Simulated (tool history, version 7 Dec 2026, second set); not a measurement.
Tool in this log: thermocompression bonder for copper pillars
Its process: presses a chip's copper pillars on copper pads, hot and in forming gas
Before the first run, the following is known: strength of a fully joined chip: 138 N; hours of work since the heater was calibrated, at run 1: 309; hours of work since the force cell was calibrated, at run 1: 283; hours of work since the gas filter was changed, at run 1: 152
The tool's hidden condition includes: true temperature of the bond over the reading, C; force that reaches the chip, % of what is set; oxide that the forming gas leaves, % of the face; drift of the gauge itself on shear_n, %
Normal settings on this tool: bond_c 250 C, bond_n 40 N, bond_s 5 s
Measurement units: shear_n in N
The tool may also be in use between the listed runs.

run   hour  bond_c  bond_n  bond_s  hours of work since the heater was calibrated  hours of work since the force cell was calibrated  hours of work since the gas filter was changed  shear_n
  1      0     250      40       5                                            309                                                283                                             152     54.5
  2    8.3     250      40       5                                            315                                                289                                             158     53.9
  3   18.2     250      40       5                                            322                                                296                                             165     54.7
  4   23.3     234      40       5                                            325                                                299                                             168     44.5
  5   27.9     234      40       5                                            329                                                302                                             171     44.2
  6     35     234      40       5                                            333                                                307                                             176     43.3
  7   43.4     234      40       5                                            339                                                313                                             182       44
  8     49     250      25       5                                            343                                                317                                             186     36.2
  9   56.2     250      40       5                                            348                                                322                                             191     52.7
 10   61.6     250      40       5                                            352                                                325                                             195     54.4
 11   70.5     250      40       5                                            358                                                332                                             201     53.4
 12   75.5     250      27       5                                            361                                                335                                             204     37.6
 13   82.8     250      27       5                                            366                                                340                                             209       38
 14   87.9     250      27       5                                            370                                                344                                             213     37.6
      89.8  -- forming gas filter changed
 15   96.5     250      27       5                                            375                                                349                                               5     40.8
 16  101.9     250      27       5                                            379                                                353                                               8     42.2
 17  111.1     250      40       5                                            386                                                359                                              15     60.8
     113.4  -- force cell calibrated
 18  118.4     250      41       5                                            390                                                  3                                              19     59.8
 19  124.4     250      41       5                                            394                                                  8                                              23       59
 20  130.3     250      40       9                                            398                                                 12                                              27     73.2
 21  135.3     271      37       4                                            401                                                 15                                              30     63.6
 22  143.7     271      37       4                                            407                                                 21                                              36     64.5
 23  153.8     224      27       5                                            414                                                 28                                              43     27.8
     156.2  -- force cell calibrated, once more
 24  163.6     224      27       4                                            420                                                  5                                              49     25.7
 25  173.2     250      40       3                                            426                                                 12                                              55     47.9
 26  183.1     253      40       3                                            433                                                 18                                              62       50
 27  189.5     263      32       7                                            437                                                 23                                              67     63.4
 28    195     236      32       5                                            441                                                 27                                              70     40.4
 29  201.1     236      32       5                                            445                                                 31                                              75     40.4
 30  208.6     271      40       5                                            451                                                 36                                              80     72.7
 31  215.4     271      40       5                                            455                                                 41                                              84     70.9
 32  223.8     267      40       9                                            461                                                 47                                              90       83

For run 33, what comes out?
 33  233.9     250      53       4                                            468                                                 53                                              97        ?

shear_n: 66.4 N
If the tool had no hidden condition, the same run with the same run-to-run variation would have returned shear_n 65.5 N.
